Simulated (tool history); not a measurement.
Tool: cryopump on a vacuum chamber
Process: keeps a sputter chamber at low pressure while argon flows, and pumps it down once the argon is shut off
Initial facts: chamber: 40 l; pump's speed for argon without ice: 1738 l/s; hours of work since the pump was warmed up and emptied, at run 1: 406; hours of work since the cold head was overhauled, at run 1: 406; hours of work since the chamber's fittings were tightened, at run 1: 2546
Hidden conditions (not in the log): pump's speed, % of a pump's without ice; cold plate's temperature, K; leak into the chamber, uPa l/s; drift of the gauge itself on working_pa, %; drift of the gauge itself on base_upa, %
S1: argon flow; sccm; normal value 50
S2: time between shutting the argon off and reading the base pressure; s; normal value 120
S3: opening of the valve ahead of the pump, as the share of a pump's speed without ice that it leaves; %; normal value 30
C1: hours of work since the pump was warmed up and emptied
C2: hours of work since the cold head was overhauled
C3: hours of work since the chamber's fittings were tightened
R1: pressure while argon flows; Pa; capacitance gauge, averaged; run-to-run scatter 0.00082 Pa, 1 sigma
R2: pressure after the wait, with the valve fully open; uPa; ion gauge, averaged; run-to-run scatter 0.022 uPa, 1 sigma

run,hour,S1,S2,S3,C1,C2,C3,R1,R2
1,0,50,120,30,406,406,2546,0.1739,1.59
2,19.3,50,120,37,416,416,2556,0.1435,1.66
3,36.4,50,120,30,425,425,2565,0.1754,1.62
4,48.5,50,120,30,432,432,2571,0.1735,1.64
5,61.6,56,120,30,439,439,2578,0.1938,1.62
6,78.2,56,120,30,448,448,2587,0.1951,1.66
7,97.6,56,120,30,458,458,2597,0.1962,1.65
8,109,56,120,30,464,464,2603,0.1956,1.62
9,129.3,50,120,16,475,475,2614,0.3164,1.7
10,143.6,50,26,30,482,482,2622,0.1755,3.53
11,165.2,50,293,30,494,494,2633,0.1751,1.35
12,186.5,50,293,30,505,505,2645,0.1772,1.41
13,208.3,50,293,30,517,517,2656,0.1779,1.38
14,230.6,50,120,22,529,529,2668,0.2366,1.7
15,249.3,50,120,30,538,538,2678,0.1763,1.73
16,272.6,50,120,30,551,551,2690,0.1795,1.73
17,284.7,50,120,30,557,557,2697,0.1793,1.79
18,308.5,93,204,17,570,570,2709,0.5633,1.62
19,318.6,60,90,15,575,575,2715,0.4118,1.91
20,328.9,61,22,53,581,581,2720,0.1337,4.14

Run 21 comes next. What will it give?
21,352.2,61,22,53,593,593,2733,?,?

Logged for run 21: R1 0.1326 Pa, R2 4.24 uPa.
Take away the tool's hidden state, keep the run-to-run variation as it was, and the same run would have given R1 0.1113 Pa, R2 3.06 uPa.
